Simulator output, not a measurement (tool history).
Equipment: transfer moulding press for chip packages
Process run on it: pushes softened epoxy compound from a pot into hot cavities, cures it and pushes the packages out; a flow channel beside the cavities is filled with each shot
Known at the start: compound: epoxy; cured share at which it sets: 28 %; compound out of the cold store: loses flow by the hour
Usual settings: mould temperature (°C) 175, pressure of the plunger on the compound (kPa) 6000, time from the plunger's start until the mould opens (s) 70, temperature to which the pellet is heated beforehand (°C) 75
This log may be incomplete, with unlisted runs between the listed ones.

run	hour	mould temperature (°C)	pressure of the plunger on the compound (kPa)	time from the plunger's start until the mould opens (s)	temperature to which the pellet is heated beforehand (°C)	incoming compound's hours out of the cold store	length that the compound runs in the flow channel (mm)	greatest force on the pins that push the packages out (N)
1	0	175	6000	70	75	16	715	510
# hour 13: cavities cleaned with cleaning compound and waxed
# hour 77.6: cavities cleaned with cleaning compound and waxed
2	79.7	175	6000	70	75	15.6	718	355
3	128.9	175	6000	70	75	35.9	661	513
# hour 141: cavities cleaned with cleaning compound and waxed
# hour 200.4: cavities cleaned with cleaning compound and waxed
4	204	175	6000	70	75	28.2	665	364
# hour 234.5: plunger's sealing rings changed
5	260.6	175	6000	70	75	21.8	724	546
# hour 268.7: cavities cleaned with cleaning compound and waxed
# hour 332.3: cavities cleaned with cleaning compound and waxed
6	345.2	175	6000	70	75	16	728	407
# hour 395.9: cavities cleaned with cleaning compound and waxed
7	397.6	175	6000	70	75	16.8	716	357
# hour 458: cavities cleaned with cleaning compound and waxed
8	458	170	4870	70	69	9	662	478
# hour 501.4: cavities cleaned with cleaning compound and waxed, once more
9	515.8	176	6870	59	78	24.3	734	578
# hour 563.9: plunger's sealing rings changed
# hour 565.4: cavities cleaned with cleaning compound and waxed
10	592.4	177	5680	70	69	47.5	651	416
# hour 625.3: cavities cleaned with cleaning compound and waxed
11	667.7	177	5680	70	69	22.3	702	485
# hour 690.3: cavities cleaned with cleaning compound and waxed
# hour 716.9: mould's thermocouples calibrated
12	735.2	181	6010	70	69	40.2	652	398

Predict each of these 3 candidate next runs independently; none follows another, all start after run 12:
# hour 756.6: cavities cleaned with cleaning compound and waxed
A	808.1	175	5790	70	75	37	?	?
# hour 756.6: cavities cleaned with cleaning compound and waxed
B	808.1	178	6000	59	83	39.9	?	?
# hour 756.6: cavities cleaned with cleaning compound and waxed
C	808.1	182	6010	77	69	25.1	?	?

run	length that the compound runs in the flow channel (mm)	greatest force on the pins that push the packages out (N)
A	654	477
B	646	543
C	674	397
What these runs would have given with no unlogged condition in the tool:
run	length that the compound runs in the flow channel (mm)	greatest force on the pins that push the packages out (N)
A	689	317
B	681	359
C	711	261

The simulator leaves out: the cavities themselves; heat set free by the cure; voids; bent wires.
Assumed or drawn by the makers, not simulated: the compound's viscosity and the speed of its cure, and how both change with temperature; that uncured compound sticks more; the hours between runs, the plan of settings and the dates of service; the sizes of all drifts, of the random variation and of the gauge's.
